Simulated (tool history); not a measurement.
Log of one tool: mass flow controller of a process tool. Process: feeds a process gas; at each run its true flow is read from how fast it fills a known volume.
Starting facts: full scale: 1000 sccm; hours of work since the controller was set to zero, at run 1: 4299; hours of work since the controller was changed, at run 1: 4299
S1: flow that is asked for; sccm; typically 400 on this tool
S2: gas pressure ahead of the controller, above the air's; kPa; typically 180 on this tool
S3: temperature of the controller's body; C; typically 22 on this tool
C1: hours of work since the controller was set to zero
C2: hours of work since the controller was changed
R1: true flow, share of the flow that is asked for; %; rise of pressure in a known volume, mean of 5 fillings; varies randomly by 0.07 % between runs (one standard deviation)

{"run": 1, "hour": 0.0, "S1": 400, "S2": 180, "S3": 22, "C1": 4299, "C2": 4299, "R1": 98.77}
{"run": 2, "hour": 272.2, "S1": 400, "S2": 180, "S3": 22, "C1": 4408, "C2": 4408, "R1": 98.72}
{"run": 3, "hour": 545.5, "S1": 400, "S2": 180, "S3": 22, "C1": 4517, "C2": 4517, "R1": 98.61}
{"run": 4, "hour": 821.3, "S1": 383, "S2": 180, "S3": 22, "C1": 4628, "C2": 4628, "R1": 98.57}
{"run": 5, "hour": 1027.8, "S1": 383, "S2": 180, "S3": 22, "C1": 4710, "C2": 4710, "R1": 98.38}
{"run": 6, "hour": 1252.8, "S1": 383, "S2": 180, "S3": 22, "C1": 4800, "C2": 4800, "R1": 98.33}
{"run": 7, "hour": 1403.9, "S1": 383, "S2": 180, "S3": 22, "C1": 4861, "C2": 4861, "R1": 98.26}
{"run": 8, "hour": 1673.1, "S1": 383, "S2": 180, "S3": 22, "C1": 4969, "C2": 4969, "R1": 98.27}
{"run": 9, "hour": 1920.2, "S1": 107, "S2": 180, "S3": 22, "C1": 5068, "C2": 5068, "R1": 97.79}
{"run": 10, "hour": 2126.7, "S1": 107, "S2": 180, "S3": 22, "C1": 5150, "C2": 5150, "R1": 97.82}
{"run": 11, "hour": 2303.6, "S1": 107, "S2": 180, "S3": 22, "C1": 5221, "C2": 5221, "R1": 97.65}
{"run": 12, "hour": 2444.1, "S1": 107, "S2": 180, "S3": 22, "C1": 5277, "C2": 5277, "R1": 97.48}
{"run": 13, "hour": 2667.7, "S1": 400, "S2": 203, "S3": 22, "C1": 5367, "C2": 5367, "R1": 98.08}
{"hour": 2704.8, "done": "controller's zero set anew"}
{"run": 14, "hour": 2975.7, "S1": 400, "S2": 180, "S3": 22, "C1": 108, "C2": 5490, "R1": 97.95}
{"run": 15, "hour": 3234.6, "S1": 400, "S2": 180, "S3": 22, "C1": 212, "C2": 5594, "R1": 97.72}
{"run": 16, "hour": 3400.2, "S1": 400, "S2": 180, "S3": 22, "C1": 278, "C2": 5660, "R1": 97.81}
{"run": 17, "hour": 3684.7, "S1": 400, "S2": 180, "S3": 22, "C1": 392, "C2": 5774, "R1": 97.6}
{"run": 18, "hour": 3926.6, "S1": 671, "S2": 180, "S3": 38, "C1": 489, "C2": 5871, "R1": 99.54}
{"run": 19, "hour": 4093.5, "S1": 671, "S2": 180, "S3": 38, "C1": 556, "C2": 5937, "R1": 99.65}
{"run": 20, "hour": 4376.1, "S1": 400, "S2": 144, "S3": 22, "C1": 669, "C2": 6050, "R1": 97.33}
{"run": 21, "hour": 4652.5, "S1": 400, "S2": 144, "S3": 22, "C1": 780, "C2": 6161, "R1": 97.18}
{"run": 22, "hour": 4892.5, "S1": 576, "S2": 180, "S3": 39, "C1": 876, "C2": 6257, "R1": 99.38}
{"run": 23, "hour": 5169.3, "S1": 576, "S2": 180, "S3": 39, "C1": 987, "C2": 6368, "R1": 99.29}
{"run": 24, "hour": 5307.2, "S1": 576, "S2": 180, "S3": 39, "C1": 1042, "C2": 6423, "R1": 99.29}
{"run": 25, "hour": 5563.4, "S1": 128, "S2": 180, "S3": 34, "C1": 1144, "C2": 6526, "R1": 97.99}
{"run": 26, "hour": 5726.4, "S1": 331, "S2": 180, "S3": 25, "C1": 1210, "C2": 6591, "R1": 97.27}
{"run": 27, "hour": 5934.3, "S1": 484, "S2": 214, "S3": 37, "C1": 1293, "C2": 6674, "R1": 98.62}
{"run": 28, "hour": 6127.8, "S1": 157, "S2": 148, "S3": 33, "C1": 1370, "C2": 6752, "R1": 97.48}
{"run": 29, "hour": 6284.8, "S1": 105, "S2": 210, "S3": 22, "C1": 1433, "C2": 6815, "R1": 96.56}
{"run": 30, "hour": 6515.6, "S1": 107, "S2": 260, "S3": 22, "C1": 1525, "C2": 6907, "R1": 96.67}
{"hour": 6562.1, "done": "gauge calibrated"}
{"run": 31, "hour": 6761.4, "S1": 263, "S2": 180, "S3": 25, "C1": 1624, "C2": 7005, "R1": 98.82}
{"run": 32, "hour": 6946.3, "S1": 263, "S2": 180, "S3": 25, "C1": 1698, "C2": 7079, "R1": 98.71}
{"run": 33, "hour": 7171.6, "S1": 263, "S2": 212, "S3": 21, "C1": 1788, "C2": 7170, "R1": 98.28}
{"run": 34, "hour": 7325.9, "S1": 188, "S2": 245, "S3": 21, "C1": 1850, "C2": 7231, "R1": 98.23}

Had the tool no unlogged condition, and each run kept its random variation, what would the results have been?
The tool's hidden condition here consists of: flow at rest that the sensor doesn't see, % of full scale; true flow over the shown one, %; drift of the gauge itself on true_pct, %.
run=1 R1=98.76
run=2 R1=98.79
run=3 R1=98.76
run=4 R1=98.80
run=5 R1=98.68
run=6 R1=98.69
run=7 R1=98.66
run=8 R1=98.76
run=9 R1=98.32
run=10 R1=98.42
run=11 R1=98.29
run=12 R1=98.17
run=13 R1=98.86
run=14 R1=98.82
run=15 R1=98.66
run=16 R1=98.80
run=17 R1=98.67
run=18 R1=100.71
run=19 R1=100.87
run=20 R1=98.61
run=21 R1=98.53
run=22 R1=100.84
run=23 R1=100.84
run=24 R1=100.88
run=25 R1=99.63
run=26 R1=98.95
run=27 R1=100.38
run=28 R1=99.27
run=29 R1=98.38
run=30 R1=98.56
run=31 R1=98.87
run=32 R1=98.82
run=33 R1=98.45
run=34 R1=98.44
